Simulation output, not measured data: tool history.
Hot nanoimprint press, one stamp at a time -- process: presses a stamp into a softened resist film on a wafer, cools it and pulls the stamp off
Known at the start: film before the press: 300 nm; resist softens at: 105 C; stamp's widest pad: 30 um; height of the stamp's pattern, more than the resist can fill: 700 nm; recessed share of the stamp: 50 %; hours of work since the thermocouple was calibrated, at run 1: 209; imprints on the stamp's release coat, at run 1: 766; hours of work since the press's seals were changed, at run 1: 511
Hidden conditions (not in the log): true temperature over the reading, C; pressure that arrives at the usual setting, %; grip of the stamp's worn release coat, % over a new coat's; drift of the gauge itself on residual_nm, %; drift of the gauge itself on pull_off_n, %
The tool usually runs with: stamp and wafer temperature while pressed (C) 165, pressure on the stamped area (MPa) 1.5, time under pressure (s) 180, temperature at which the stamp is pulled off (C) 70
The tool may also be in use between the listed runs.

| run | day | stamp and wafer temperature while pressed (C) | pressure on the stamped area (MPa) | time under pressure (s) | temperature at which the stamp is pulled off (C) | hours of work since the thermocouple was calibrated | imprints on the stamp's release coat | hours of work since the press's seals were changed | resist left under the stamp's widest pad (angstrom) | greatest force while the stamp is pulled off (N) |
|---|---|---|---|---|---|---|---|---|---|---|
| 1 | 0 | 165 | 1.5 | 180 | 70 | 209 | 766 | 511 | 1706 | 153 |
| 2 | 1.383 | 165 | 1.5 | 180 | 70 | 234 | 859 | 536 | 1707 | 154 |
| 3 | 3.554 | 165 | 1.5 | 180 | 70 | 274 | 1004 | 576 | 1691 | 156 |
|  | 4.692 | stamp cleaned and given a new release coat |
|  | 5.4 | plate thermocouple calibrated |
| 4 | 6.025 | 165 | 1.5 | 180 | 70 | 11 | 80 | 614 | 1610 | 146 |
| 5 | 7.7 | 165 | 1.5 | 180 | 70 | 42 | 193 | 644 | 1592 | 146 |
| 6 | 9.229 | 165 | 1.5 | 180 | 70 | 70 | 295 | 672 | 1607 | 145 |
| 7 | 10.683 | 165 | 1.5 | 180 | 70 | 96 | 392 | 699 | 1600 | 149 |
| 8 | 12.092 | 165 | 1.5 | 303 | 70 | 122 | 486 | 725 | 1331 | 148 |
| 9 | 13.946 | 165 | 1.5 | 303 | 70 | 156 | 610 | 758 | 1342 | 149 |
|  | 14.871 | plate thermocouple calibrated, once more |
| 10 | 16.338 | 174 | 1.5 | 180 | 58 | 27 | 762 | 800 | 1199 | 165 |
| 11 | 17.6 | 153 | 1.06 | 180 | 58 | 50 | 846 | 823 | 2756 | 170 |
| 12 | 19.079 | 153 | 1.06 | 180 | 58 | 77 | 946 | 850 | 2749 | 166 |
| 13 | 20.458 | 160 | 1.5 | 180 | 72 | 102 | 1038 | 875 | 2161 | 156 |
|  | 21.075 | stamp cleaned and given a new release coat |
| 14 | 22.05 | 160 | 2.24 | 198 | 72 | 126 | 66 | 899 | 1848 | 143 |
| 15 | 23.292 | 165 | 1.5 | 115 | 74 | 149 | 149 | 922 | 2001 | 145 |
| 16 | 24.725 | 165 | 1.5 | 115 | 74 | 175 | 245 | 948 | 2000 | 143 |

Below are 4 alternative next runs, each starting from the tool's condition after run 16. Predict each:
| A | 26.038 | 176 | 1.5 | 115 | 74 | 199 | 332 | 972 | ? | ? |
| B | 26.038 | 166 | 1.5 | 180 | 60 | 199 | 332 | 972 | ? | ? |
| C | 26.038 | 156 | 1.32 | 115 | 74 | 199 | 332 | 972 | ? | ? |
| D | 26.038 | 165 | 1.5 | 115 | 65 | 199 | 332 | 972 | ? | ? |

| run | resist left under the stamp's widest pad (angstrom) | greatest force while the stamp is pulled off (N) |
|---|---|---|
| A | 1281 | 144 |
| B | 1669 | 158 |
| C | 2645 | 145 |
| D | 1995 | 154 |
Take away the tool's hidden state, keep each run's random variation, and the runs would have read:
| run | resist left under the stamp's widest pad (angstrom) | greatest force while the stamp is pulled off (N) |
|---|---|---|
| A | 1273 | 141 |
| B | 1669 | 155 |
| C | 2656 | 142 |
| D | 1996 | 150 |
